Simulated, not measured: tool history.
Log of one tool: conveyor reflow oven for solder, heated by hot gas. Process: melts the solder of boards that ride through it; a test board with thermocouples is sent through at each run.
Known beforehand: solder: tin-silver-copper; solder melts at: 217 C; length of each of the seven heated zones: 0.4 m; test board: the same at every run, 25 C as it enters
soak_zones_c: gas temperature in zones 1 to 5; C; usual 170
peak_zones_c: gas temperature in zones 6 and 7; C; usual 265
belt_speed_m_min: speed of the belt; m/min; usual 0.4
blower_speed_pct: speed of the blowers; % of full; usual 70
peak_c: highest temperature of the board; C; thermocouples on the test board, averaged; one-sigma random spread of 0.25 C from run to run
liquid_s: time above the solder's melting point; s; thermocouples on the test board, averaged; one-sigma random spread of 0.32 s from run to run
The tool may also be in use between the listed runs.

{"run": 1, "hour": 0.0, "soak_zones_c": 170, "peak_zones_c": 265, "belt_speed_m_min": 0.4, "blower_speed_pct": 70, "peak_c": 250.3, "liquid_s": 87.9}
{"run": 2, "hour": 22.4, "soak_zones_c": 170, "peak_zones_c": 265, "belt_speed_m_min": 0.4, "blower_speed_pct": 50, "peak_c": 244, "liquid_s": 76.2}
{"run": 3, "hour": 40.6, "soak_zones_c": 170, "peak_zones_c": 265, "belt_speed_m_min": 0.462, "blower_speed_pct": 50, "peak_c": 238, "liquid_s": 54.8}
{"run": 4, "hour": 52.7, "soak_zones_c": 170, "peak_zones_c": 265, "belt_speed_m_min": 0.462, "blower_speed_pct": 50, "peak_c": 238.5, "liquid_s": 54.7}
{"run": 5, "hour": 66.3, "soak_zones_c": 170, "peak_zones_c": 265, "belt_speed_m_min": 0.462, "blower_speed_pct": 50, "peak_c": 238, "liquid_s": 55.1}
{"run": 6, "hour": 77.6, "soak_zones_c": 170, "peak_zones_c": 265, "belt_speed_m_min": 0.4, "blower_speed_pct": 70, "peak_c": 249.9, "liquid_s": 87.3}
{"run": 7, "hour": 95.9, "soak_zones_c": 170, "peak_zones_c": 265, "belt_speed_m_min": 0.4, "blower_speed_pct": 70, "peak_c": 249.8, "liquid_s": 87.2}
{"run": 8, "hour": 116.3, "soak_zones_c": 170, "peak_zones_c": 265, "belt_speed_m_min": 0.4, "blower_speed_pct": 70, "peak_c": 249.7, "liquid_s": 86.6}
{"run": 9, "hour": 137.0, "soak_zones_c": 170, "peak_zones_c": 265, "belt_speed_m_min": 0.4, "blower_speed_pct": 70, "peak_c": 249.4, "liquid_s": 86.8}
{"run": 10, "hour": 155.5, "soak_zones_c": 170, "peak_zones_c": 265, "belt_speed_m_min": 0.4, "blower_speed_pct": 70, "peak_c": 250.1, "liquid_s": 86.7}
{"run": 11, "hour": 164.5, "soak_zones_c": 170, "peak_zones_c": 265, "belt_speed_m_min": 0.457, "blower_speed_pct": 70, "peak_c": 245.9, "liquid_s": 68.8}
{"run": 12, "hour": 180.7, "soak_zones_c": 170, "peak_zones_c": 265, "belt_speed_m_min": 0.457, "blower_speed_pct": 70, "peak_c": 245.8, "liquid_s": 69.3}
{"run": 13, "hour": 195.6, "soak_zones_c": 170, "peak_zones_c": 265, "belt_speed_m_min": 0.4, "blower_speed_pct": 66, "peak_c": 248.5, "liquid_s": 84.8}
{"run": 14, "hour": 206.9, "soak_zones_c": 170, "peak_zones_c": 265, "belt_speed_m_min": 0.4, "blower_speed_pct": 66, "peak_c": 248.5, "liquid_s": 85.1}
{"run": 15, "hour": 225.1, "soak_zones_c": 170, "peak_zones_c": 265, "belt_speed_m_min": 0.36, "blower_speed_pct": 66, "peak_c": 251.1, "liquid_s": 99.2}
{"run": 16, "hour": 234.7, "soak_zones_c": 170, "peak_zones_c": 265, "belt_speed_m_min": 0.36, "blower_speed_pct": 66, "peak_c": 251.1, "liquid_s": 98.8}
{"run": 17, "hour": 246.0, "soak_zones_c": 170, "peak_zones_c": 265, "belt_speed_m_min": 0.36, "blower_speed_pct": 66, "peak_c": 251.1, "liquid_s": 98.8}

The next listed run, before its measurement:
{"run": 18, "hour": 264.2, "soak_zones_c": 170, "peak_zones_c": 265, "belt_speed_m_min": 0.36, "blower_speed_pct": 66, "peak_c": "?", "liquid_s": "?"}

Run 18 yielded peak_c 250.6 C, liquid_s 99.3 s.
If the tool had no hidden condition, the same run with the same run-to-run variation would have returned peak_c 254.2 C, liquid_s 103.1 s.
